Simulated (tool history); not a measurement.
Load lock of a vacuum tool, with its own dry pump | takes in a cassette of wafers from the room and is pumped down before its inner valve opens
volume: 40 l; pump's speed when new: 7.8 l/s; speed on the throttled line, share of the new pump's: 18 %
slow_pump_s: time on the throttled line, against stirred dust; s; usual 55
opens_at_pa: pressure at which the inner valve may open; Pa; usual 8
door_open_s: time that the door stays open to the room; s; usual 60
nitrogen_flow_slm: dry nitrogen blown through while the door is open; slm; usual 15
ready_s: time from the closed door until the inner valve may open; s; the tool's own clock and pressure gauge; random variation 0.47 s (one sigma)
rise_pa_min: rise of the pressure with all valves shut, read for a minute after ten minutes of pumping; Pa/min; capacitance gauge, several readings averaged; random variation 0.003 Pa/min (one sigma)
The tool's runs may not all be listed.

run,hour,slow_pump_s,opens_at_pa,door_open_s,nitrogen_flow_slm,"incoming humidity of the room's air, %",ready_s,rise_pa_min
1,0.0,55,8,60,15,44.3,93.7,0.378
2,243.4,55,15,60,15,47.6,90.8,0.406
3,411.8,55,15,60,15,44.9,91.5,0.408
4,724.0,55,8,60,15,45.1,95.2,0.438
5,1053.8,55,8,60,15,43.6,94.7,0.452
6,1201.5,107,8,60,15,44.7,136.6,0.466
7,1442.6,107,8,60,15,44.3,136.5,0.487
8,1700.9,107,8,60,15,42.8,137.5,0.506
# hour 1794.1: door's seal changed, seat wiped
9,1906.3,55,11,60,15,44.0,93.6,0.028
10,2133.3,55,11,60,15,46.1,93.3,0.035
11,2446.7,55,8,60,15,42.2,95.7,0.039
12,2745.8,55,8,60,15,44.4,96.1,0.043
13,2989.1,55,8,60,15,42.4,95.7,0.050
14,3155.8,55,8,60,15,45.0,95.1,0.050
15,3315.4,55,8,60,15,43.2,96.4,0.053

Run 16 comes next. What will it give?
16,3648.1,55,8,60,15,46.7,?,?

ready_s: 95.9 s
rise_pa_min: 0.074 Pa/min
Without the tool's hidden state the same run would have given ready_s 94.0 s, rise_pa_min 0.037 Pa/min.
